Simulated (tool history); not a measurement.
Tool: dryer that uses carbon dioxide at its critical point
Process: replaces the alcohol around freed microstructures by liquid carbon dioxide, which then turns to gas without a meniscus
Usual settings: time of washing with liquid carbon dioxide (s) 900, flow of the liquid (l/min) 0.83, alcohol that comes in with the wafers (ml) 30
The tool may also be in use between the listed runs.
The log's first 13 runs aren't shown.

run   hour  time of washing with liquid carbon dioxide (s)  flow of the liquid (l/min)  alcohol that comes in with the wafers (ml)  alcohol left in the vessel before it's heated (ppm by volume)
 14  186.2                                            1200                        0.83                                          30                                                            135
 15  207.4                                            1200                        0.83                                          30                                                            151
 16  220.4                                            1200                        0.83                                          30                                                            148
 17    230                                             900                       0.505                                          30                                                           1129
 18    244                                             900                        0.83                                          30                                                            302
 19  259.4                                             900                        0.83                                          30                                                            287
 20    280                                            1080                       0.708                                          30                                                            276
 21  290.7                                            1260                        0.83                                          30                                                            155
 22  309.3                                            1260                       0.616                                          30                                                            273
 23  331.3                                             540                        0.64                                          25                                                           1772
 24  352.4                                             540                        0.64                                          25                                                           1759
 25  370.2                                             900                       1.199                                          30                                                            156
 26  390.1                                            1140                        0.83                                          62                                                            247
 27  407.5                                             960                       1.077                                          68                                                            212
 28    424                                             960                       1.077                                          68                                                            222
 29  438.6                                             960                       0.953                                          68                                                            311
 30  457.9                                             600                         0.8                                         114                                                           3727
 31  475.2                                             600                         0.8                                         114                                                           3784
 32  498.4                                            1080                       1.361                                          23                                                            133
 33  511.4                                            1080                       1.361                                          23                                                            140
 34  526.3                                             780                       1.032                                          30                                                            281
 35  546.3                                             720                       1.032                                          21                                                            290
     559.3  -- inlet filter changed
 36  565.3                                            1200                       0.685                                          21                                                            209

Forecast each of these 3 alternatives for the next run:
  A  579.3                                            1200                       0.681                                          21                                                              ?
  B  579.3                                            1080                        1.16                                          50                                                              ?
  C  579.3                                             900                       0.735                                          21                                                              ?

run  alcohol left in the vessel before it's heated (ppm by volume)
  A                                                            210
  B                                                            157
  C                                                            319
Without the tool's hidden state the same runs would have given:
run  alcohol left in the vessel before it's heated (ppm by volume)
  A                                                             68
  B                                                             18
  C                                                            174
